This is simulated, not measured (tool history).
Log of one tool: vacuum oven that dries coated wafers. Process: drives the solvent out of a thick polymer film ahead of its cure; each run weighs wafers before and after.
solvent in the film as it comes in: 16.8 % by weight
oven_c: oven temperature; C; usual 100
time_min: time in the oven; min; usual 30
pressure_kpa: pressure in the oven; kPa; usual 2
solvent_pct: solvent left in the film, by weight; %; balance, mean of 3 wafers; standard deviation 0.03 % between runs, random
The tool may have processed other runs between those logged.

| run | hour | oven_c | time_min | pressure_kpa | solvent_pct |
|---|---|---|---|---|---|
| 1 | 0 | 100 | 30 | 2 | 2.19 |
| 2 | 38.9 | 104 | 30 | 2 | 1.71 |
| 3 | 93.8 | 100 | 30 | 2.09 | 2.23 |
| 4 | 129.2 | 100 | 37 | 2 | 1.95 |
| 5 | 158.7 | 100 | 37 | 2 | 1.95 |
| 6 | 211.4 | 100 | 37 | 2 | 1.93 |
| 7 | 266.1 | 100 | 37 | 2 | 2 |
| 8 | 299.2 | 100 | 30 | 2 | 2.15 |
| 9 | 356 | 100 | 30 | 2 | 2.24 |
| 10 | 408 | 100 | 30 | 2 | 2.21 |
| 11 | 464 | 100 | 30 | 2 | 2.18 |
| 12 | 512.1 | 100 | 30 | 2 | 2.23 |
| 13 | 538.8 | 105 | 30 | 2 | 1.68 |
| 14 | 579.6 | 100 | 30 | 2 | 2.17 |
| 15 | 630.7 | 100 | 30 | 2 | 2.25 |
| 16 | 684.2 | 100 | 30 | 5.61 | 5.01 |
| 17 | 739.9 | 100 | 30 | 2 | 2.16 |
| 18 | 770.8 | 100 | 30 | 2 | 2.25 |
| 19 | 804.6 | 100 | 30 | 2 | 2.24 |
| 20 | 831.9 | 100 | 30 | 2 | 2.27 |
| 21 | 859.1 | 100 | 30 | 2 | 2.14 |
| 22 | 886.8 | 100 | 30 | 2 | 2.22 |
| 23 | 933.3 | 100 | 30 | 2 | 2.19 |
|  | 943.7 | oven's thermocouples calibrated |
| 24 | 974 | 100 | 30 | 2 | 2.63 |
| 25 | 1032 | 95 | 21 | 1.68 | 4.38 |
| 26 | 1087.1 | 92 | 20 | 3.76 | 7.27 |
| 27 | 1138.1 | 92 | 47 | 3.76 | 5.32 |
| 28 | 1174.1 | 92 | 47 | 3.76 | 5.28 |
| 29 | 1207.6 | 92 | 47 | 3.76 | 5.27 |
| 30 | 1253.9 | 97 | 40 | 3.08 | 3.72 |
| 31 | 1314.1 | 100 | 38 | 2.14 | 2.49 |
| 32 | 1354.2 | 100 | 46 | 2.14 | 2.42 |
| 33 | 1398.9 | 100 | 46 | 2.14 | 2.42 |
| 34 | 1452 | 100 | 46 | 2.14 | 2.45 |
| 35 | 1489.2 | 98 | 51 | 2 | 2.46 |
| 36 | 1515 | 98 | 26 | 2.2 | 3.5 |
| 37 | 1576 | 112 | 30 | 7.58 | 4.58 |
| 38 | 1627.2 | 99 | 30 | 7.58 | 7.59 |
| 39 | 1660.1 | 104 | 25 | 1.67 | 2.11 |
| 40 | 1685.5 | 104 | 25 | 1.67 | 2.15 |
| 41 | 1718.8 | 104 | 25 | 1.06 | 1.68 |
| 42 | 1744.7 | 88 | 40 | 1.03 | 3.36 |
| 43 | 1805.5 | 88 | 40 | 1.03 | 3.38 |
|  | 1811.4 | vacuum gauge cleaned of residue and calibrated |
| 44 | 1863.5 | 88 | 40 | 1.03 | 2.46 |
| 45 | 1900.6 | 90 | 40 | 4.64 | 6.32 |
| 46 | 1960.6 | 100 | 34 | 2 | 1.99 |
| 47 | 2011 | 112 | 30 | 1.94 | 1.09 |
| 48 | 2060.2 | 87 | 31 | 1.65 | 4.41 |

Here are 3 independent what-if runs from the current tool condition. What would each one return?
| A | 2101.9 | 91 | 31 | 1.65 | ? |
| B | 2101.9 | 101 | 26 | 4.25 | ? |
| C | 2101.9 | 87 | 38 | 4.11 | ? |

| run | solvent_pct |
|---|---|
| A | 3.31 |
| B | 3.9 |
| C | 6.65 |
The same runs, with their run-to-run variation unchanged, on a tool lacking any hidden condition would have given:
| run | solvent_pct |
|---|---|
| A | 3.56 |
| B | 4.12 |
| C | 7.02 |
